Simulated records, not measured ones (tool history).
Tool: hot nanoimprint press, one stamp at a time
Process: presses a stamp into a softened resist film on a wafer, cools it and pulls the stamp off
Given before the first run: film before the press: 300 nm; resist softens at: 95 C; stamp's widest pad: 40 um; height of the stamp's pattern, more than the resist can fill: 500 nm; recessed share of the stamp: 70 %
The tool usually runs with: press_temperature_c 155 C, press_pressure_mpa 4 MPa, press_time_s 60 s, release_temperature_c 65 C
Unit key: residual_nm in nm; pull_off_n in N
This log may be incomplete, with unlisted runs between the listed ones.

run 1 hour=0 | press_temperature_c=155 press_pressure_mpa=4 press_time_s=60 release_temperature_c=65 | residual_nm=131.6 pull_off_n=162
-- hour=30.2 stamp cleaned and given a new release coat
run 2 hour=45.3 | press_temperature_c=155 press_pressure_mpa=4 press_time_s=60 release_temperature_c=65 | residual_nm=131.5 pull_off_n=140
run 3 hour=74.7 | press_temperature_c=155 press_pressure_mpa=4 press_time_s=60 release_temperature_c=65 | residual_nm=131.8 pull_off_n=149
run 4 hour=122.5 | press_temperature_c=155 press_pressure_mpa=4 press_time_s=60 release_temperature_c=65 | residual_nm=132.3 pull_off_n=165
-- hour=155.7 stamp cleaned and given a new release coat
run 5 hour=162.5 | press_temperature_c=155 press_pressure_mpa=4 press_time_s=35 release_temperature_c=65 | residual_nm=160.7 pull_off_n=130
run 6 hour=184.2 | press_temperature_c=155 press_pressure_mpa=4 press_time_s=35 release_temperature_c=65 | residual_nm=161.6 pull_off_n=148
run 7 hour=211.1 | press_temperature_c=155 press_pressure_mpa=4 press_time_s=60 release_temperature_c=65 | residual_nm=133.8 pull_off_n=155
run 8 hour=254.2 | press_temperature_c=155 press_pressure_mpa=4 press_time_s=60 release_temperature_c=65 | residual_nm=134.1 pull_off_n=168
-- hour=281.4 stamp cleaned and given a new release coat
run 9 hour=298.7 | press_temperature_c=155 press_pressure_mpa=4 press_time_s=60 release_temperature_c=65 | residual_nm=134.3 pull_off_n=139
run 10 hour=340.6 | press_temperature_c=155 press_pressure_mpa=4 press_time_s=60 release_temperature_c=65 | residual_nm=135.6 pull_off_n=155
run 11 hour=385.3 | press_temperature_c=155 press_pressure_mpa=4 press_time_s=60 release_temperature_c=65 | residual_nm=135.3 pull_off_n=168
-- hour=392.4 plate thermocouple calibrated
-- hour=409.8 stamp cleaned and given a new release coat
run 12 hour=416.2 | press_temperature_c=155 press_pressure_mpa=4 press_time_s=60 release_temperature_c=65 | residual_nm=138.7 pull_off_n=133
run 13 hour=463 | press_temperature_c=155 press_pressure_mpa=4 press_time_s=60 release_temperature_c=51 | residual_nm=138.5 pull_off_n=182
run 14 hour=513.1 | press_temperature_c=155 press_pressure_mpa=4 press_time_s=60 release_temperature_c=71 | residual_nm=138.9 pull_off_n=156
-- hour=535.7 stamp cleaned and given a new release coat
run 15 hour=567 | press_temperature_c=155 press_pressure_mpa=4.33 press_time_s=60 release_temperature_c=65 | residual_nm=134.2 pull_off_n=148
run 16 hour=617.4 | press_temperature_c=155 press_pressure_mpa=4.33 press_time_s=60 release_temperature_c=65 | residual_nm=135.7 pull_off_n=163
-- hour=663.9 stamp cleaned and given a new release coat
-- hour=669.3 plate thermocouple calibrated, once more
run 17 hour=674.7 | press_temperature_c=155 press_pressure_mpa=4.33 press_time_s=60 release_temperature_c=65 | residual_nm=126 pull_off_n=133

Predict the results of run 18:
run 18 hour=702.1 | press_temperature_c=155 press_pressure_mpa=4.33 press_time_s=60 release_temperature_c=65 | residual_nm=? pull_off_n=?

Run 18 gave residual_nm 126.1 nm, pull_off_n 145 N.
Take away the tool's hidden state, keep the run-to-run variation as it was, and the same run would have given residual_nm 125.4 nm, pull_off_n 134 N.
